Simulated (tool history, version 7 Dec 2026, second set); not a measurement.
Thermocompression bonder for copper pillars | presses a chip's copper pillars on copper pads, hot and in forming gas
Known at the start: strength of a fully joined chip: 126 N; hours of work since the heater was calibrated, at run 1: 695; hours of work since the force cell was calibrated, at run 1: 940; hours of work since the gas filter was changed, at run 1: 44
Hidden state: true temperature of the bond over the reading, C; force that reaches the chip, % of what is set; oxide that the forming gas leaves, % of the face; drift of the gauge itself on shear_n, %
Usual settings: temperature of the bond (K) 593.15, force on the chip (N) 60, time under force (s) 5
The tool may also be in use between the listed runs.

run	hour	temperature of the bond (K)	force on the chip (N)	time under force (s)	hours of work since the heater was calibrated	hours of work since the force cell was calibrated	hours of work since the gas filter was changed	force that shears a chip off (N)
1	0	593.15	60	5	695	940	44	44
2	38.9	593.15	60	5	720	965	69	43.3
3	57.7	593.15	60	5	732	977	81	43
# hour 96.2: forming gas filter changed
4	98.2	593.15	60	5	758	1003	1	44.4
5	118	593.15	60	5	770	1016	14	43.5
6	141.6	593.15	38	5	785	1031	29	24.8
7	166.3	593.15	60	5	801	1046	45	42.4
8	188.5	621.15	60	5	816	1061	59	54.2
9	223.6	593.15	65	5	838	1083	82	45.3
# hour 264.2: forming gas filter changed
10	264.5	593.15	37	5	864	1109	0	23.5
11	293.4	593.15	37	5	882	1127	19	23.8
12	333.8	593.15	37	5	908	1153	45	23.5
13	365	593.15	37	5	928	1173	64	21.9
14	397.8	593.15	60	5	949	1194	86	41.4
# hour 429.8: forming gas filter changed
15	433.1	622.15	60	5	971	1217	2	56.5
16	450.5	622.15	60	5	983	1228	13	54.9
17	488.7	622.15	60	5	1007	1252	38	55.3
18	530.7	622.15	60	5	1034	1279	65	53.6
# hour 569.5: heater calibrated with a thermocouple chip
19	574.4	607.15	70	3	3	1306	91	48.2
20	595.3	615.15	55	3	16	1319	105	38.3
# hour 599.5: forming gas filter changed
21	620.6	615.15	55	3	32	1335	14	39.3
22	640.1	615.15	55	3	45	1347	26	39.4
23	670.8	615.15	55	3	64	1367	46	40.5
24	693.9	595.15	60	6	79	1382	60	48.4
25	717.5	593.15	60	4	94	1397	76	38.6
26	751.9	601.15	60	10	116	1419	97	58.7
# hour 765.8: forming gas filter changed
27	783	601.15	39	7	136	1439	11	32
28	810.4	601.15	39	7	154	1456	29	32.1
29	845.2	616.15	38	8	176	1478	51	35.5
30	877.5	563.15	50	8	196	1499	71	31
31	916.5	592.15	60	5	221	1524	96	42
# hour 931.4: forming gas filter changed
32	943.4	592.15	60	5	238	1541	8	43.6
33	964.8	595.15	37	6	252	1555	21	26.5
34	989.7	622.15	47	5	268	1570	37	41
35	1030.5	575.15	58	5	294	1597	63	33.5

Run 36 comes next. What will it give?
36	1049.6	587.15	64	11	306	1609	76	?

Run 36 gave force that shears a chip off (N) 57.9.
Without the tool's hidden state the same run would have given force that shears a chip off (N) 66.7.
